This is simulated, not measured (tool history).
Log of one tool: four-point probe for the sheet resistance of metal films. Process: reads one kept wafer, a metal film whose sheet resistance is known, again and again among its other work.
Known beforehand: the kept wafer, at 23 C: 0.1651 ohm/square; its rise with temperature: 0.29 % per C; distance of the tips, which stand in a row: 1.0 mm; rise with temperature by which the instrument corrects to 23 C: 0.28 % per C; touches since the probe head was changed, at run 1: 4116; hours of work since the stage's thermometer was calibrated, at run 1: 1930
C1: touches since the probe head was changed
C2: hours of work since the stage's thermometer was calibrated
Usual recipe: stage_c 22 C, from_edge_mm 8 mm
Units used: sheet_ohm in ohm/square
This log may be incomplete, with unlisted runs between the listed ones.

{"run": 1, "hour": 0.0, "stage_c": 22, "from_edge_mm": 8, "C1": 4116, "C2": 1930, "sheet_ohm": 0.16645}
{"run": 2, "hour": 64.4, "stage_c": 22, "from_edge_mm": 8, "C1": 7702, "C2": 1979, "sheet_ohm": 0.166411}
{"run": 3, "hour": 125.5, "stage_c": 22, "from_edge_mm": 8, "C1": 11110, "C2": 2026, "sheet_ohm": 0.166451}
{"run": 4, "hour": 181.8, "stage_c": 22, "from_edge_mm": 8, "C1": 14243, "C2": 2069, "sheet_ohm": 0.166427}
{"run": 5, "hour": 246.6, "stage_c": 22, "from_edge_mm": 8, "C1": 17851, "C2": 2118, "sheet_ohm": 0.166474}
{"run": 6, "hour": 316.4, "stage_c": 22, "from_edge_mm": 8, "C1": 21744, "C2": 2171, "sheet_ohm": 0.166475}
{"run": 7, "hour": 378.2, "stage_c": 22, "from_edge_mm": 8, "C1": 25185, "C2": 2218, "sheet_ohm": 0.166487}
{"run": 8, "hour": 425.9, "stage_c": 22, "from_edge_mm": 8, "C1": 27841, "C2": 2254, "sheet_ohm": 0.166464}
{"run": 9, "hour": 492.7, "stage_c": 20, "from_edge_mm": 8, "C1": 31561, "C2": 2305, "sheet_ohm": 0.166413}
{"run": 10, "hour": 541.7, "stage_c": 20, "from_edge_mm": 8, "C1": 34294, "C2": 2342, "sheet_ohm": 0.166478}
{"run": 11, "hour": 625.1, "stage_c": 19, "from_edge_mm": 8, "C1": 38938, "C2": 2406, "sheet_ohm": 0.166411}
{"run": 12, "hour": 710.1, "stage_c": 19, "from_edge_mm": 8, "C1": 43674, "C2": 2470, "sheet_ohm": 0.166451}
{"run": 13, "hour": 766.4, "stage_c": 19, "from_edge_mm": 8, "C1": 46808, "C2": 2513, "sheet_ohm": 0.166396}
{"run": 14, "hour": 828.7, "stage_c": 19, "from_edge_mm": 8, "C1": 50281, "C2": 2561, "sheet_ohm": 0.166391}
{"run": 15, "hour": 913.9, "stage_c": 25, "from_edge_mm": 8, "C1": 55028, "C2": 2625, "sheet_ohm": 0.166588}
{"run": 16, "hour": 986.4, "stage_c": 22, "from_edge_mm": 8, "C1": 59063, "C2": 2680, "sheet_ohm": 0.166504}
{"run": 17, "hour": 1034.1, "stage_c": 22, "from_edge_mm": 12, "C1": 61721, "C2": 2717, "sheet_ohm": 0.165732}
{"run": 18, "hour": 1114.8, "stage_c": 22, "from_edge_mm": 19, "C1": 66216, "C2": 2778, "sheet_ohm": 0.165305}
{"hour": 1146.6, "done": "stage's thermometer calibrated"}
{"run": 19, "hour": 1169.5, "stage_c": 35, "from_edge_mm": 27, "C1": 69237, "C2": 17, "sheet_ohm": 0.16551}
{"run": 20, "hour": 1257.2, "stage_c": 35, "from_edge_mm": 7, "C1": 74124, "C2": 84, "sheet_ohm": 0.1672}
{"run": 21, "hour": 1326.2, "stage_c": 35, "from_edge_mm": 7, "C1": 77963, "C2": 137, "sheet_ohm": 0.167165}
{"run": 22, "hour": 1378.7, "stage_c": 35, "from_edge_mm": 7, "C1": 80889, "C2": 176, "sheet_ohm": 0.167222}
{"run": 23, "hour": 1414.9, "stage_c": 18, "from_edge_mm": 60, "C1": 82906, "C2": 204, "sheet_ohm": 0.165027}
{"run": 24, "hour": 1504.3, "stage_c": 21, "from_edge_mm": 32, "C1": 87887, "C2": 272, "sheet_ohm": 0.165192}
{"run": 25, "hour": 1550.4, "stage_c": 21, "from_edge_mm": 32, "C1": 90453, "C2": 307, "sheet_ohm": 0.165196}
{"run": 26, "hour": 1630.8, "stage_c": 31, "from_edge_mm": 14, "C1": 94935, "C2": 368, "sheet_ohm": 0.165704}
{"run": 27, "hour": 1673.6, "stage_c": 23, "from_edge_mm": 17, "C1": 97319, "C2": 401, "sheet_ohm": 0.165401}
{"run": 28, "hour": 1727.4, "stage_c": 23, "from_edge_mm": 17, "C1": 100316, "C2": 442, "sheet_ohm": 0.165456}
{"run": 29, "hour": 1807.3, "stage_c": 23, "from_edge_mm": 47, "C1": 104765, "C2": 502, "sheet_ohm": 0.165153}
{"run": 30, "hour": 1866.2, "stage_c": 26, "from_edge_mm": 64, "C1": 108047, "C2": 547, "sheet_ohm": 0.165275}
{"hour": 1910.0, "done": "new probe head fitted"}
{"run": 31, "hour": 1944.4, "stage_c": 26, "from_edge_mm": 64, "C1": 1918, "C2": 606, "sheet_ohm": 0.16516}
{"run": 32, "hour": 1999.6, "stage_c": 24, "from_edge_mm": 14, "C1": 4991, "C2": 648, "sheet_ohm": 0.165533}
{"run": 33, "hour": 2071.2, "stage_c": 24, "from_edge_mm": 14, "C1": 8982, "C2": 702, "sheet_ohm": 0.165564}
{"run": 34, "hour": 2150.3, "stage_c": 21, "from_edge_mm": 13, "C1": 13391, "C2": 762, "sheet_ohm": 0.165605}
{"run": 35, "hour": 2186.5, "stage_c": 30, "from_edge_mm": 4, "C1": 15407, "C2": 790, "sheet_ohm": 0.170658}
{"run": 36, "hour": 2263.7, "stage_c": 19, "from_edge_mm": 8, "C1": 19705, "C2": 849, "sheet_ohm": 0.166377}

Describe how what the log doesn't record of the tool's condition differs between the last listed run preceding each entry between runs and the first listed run following it.
Between runs 18 and 19: stage's thermometer calibrated (hour 1146.6)
  wafer's true temperature over the reading, C: 0.02 -> 0
Between runs 30 and 31: new probe head fitted (hour 1910)
  inner tips' distance over the nominal, %: 0.014 -> 0; tips' flats over new ones', %: 2 -> 0

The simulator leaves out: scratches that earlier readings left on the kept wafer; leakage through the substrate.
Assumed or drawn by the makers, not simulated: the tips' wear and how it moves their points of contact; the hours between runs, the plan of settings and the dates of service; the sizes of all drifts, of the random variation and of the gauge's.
